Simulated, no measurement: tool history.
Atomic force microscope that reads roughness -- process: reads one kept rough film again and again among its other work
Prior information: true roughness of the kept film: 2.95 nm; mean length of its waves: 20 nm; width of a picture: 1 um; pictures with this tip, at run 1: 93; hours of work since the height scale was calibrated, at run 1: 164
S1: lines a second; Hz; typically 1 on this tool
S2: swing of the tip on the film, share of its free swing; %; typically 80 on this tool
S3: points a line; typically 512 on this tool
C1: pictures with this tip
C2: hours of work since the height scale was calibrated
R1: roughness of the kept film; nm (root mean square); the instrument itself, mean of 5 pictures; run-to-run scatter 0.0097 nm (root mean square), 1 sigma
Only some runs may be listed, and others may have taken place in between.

run 1 hour=0 | S1=1 S2=80 S3=512 | C1=93 C2=164 | R1=1.553
run 2 hour=24.8 | S1=1 S2=80 S3=512 | C1=112 C2=176 | R1=1.452
run 3 hour=39.8 | S1=1 S2=80 S3=512 | C1=123 C2=183 | R1=1.417
run 4 hour=52 | S1=1 S2=80 S3=375 | C1=133 C2=189 | R1=1.37
-- hour=64.7 new tip fitted
run 5 hour=79 | S1=1 S2=80 S3=375 | C1=11 C2=201 | R1=2.084
run 6 hour=95.4 | S1=1.06 S2=80 S3=512 | C1=23 C2=209 | R1=1.974
run 7 hour=122.4 | S1=1 S2=61 S3=512 | C1=43 C2=222 | R1=1.94
run 8 hour=135.4 | S1=1 S2=61 S3=512 | C1=53 C2=228 | R1=1.885
run 9 hour=154.3 | S1=1 S2=80 S3=512 | C1=67 C2=237 | R1=1.675
run 10 hour=173.8 | S1=3.01 S2=80 S3=512 | C1=82 C2=246 | R1=1.345
run 11 hour=188.3 | S1=3.01 S2=80 S3=512 | C1=93 C2=253 | R1=1.304
run 12 hour=214.4 | S1=3.01 S2=80 S3=512 | C1=113 C2=265 | R1=1.233
run 13 hour=228.8 | S1=3.01 S2=80 S3=512 | C1=124 C2=272 | R1=1.193
run 14 hour=245.2 | S1=0.59 S2=80 S3=920 | C1=136 C2=280 | R1=1.428

What will run 15 give?
-- hour=253.6 new tip fitted
run 15 hour=258.5 | S1=2.12 S2=76 S3=725 | C1=4 C2=286 | R1=?

R1: 2.043 nm (root mean square)
With the hidden condition absent and the run-to-run variation left alone, this run would have shown R1 2.09 nm (root mean square).
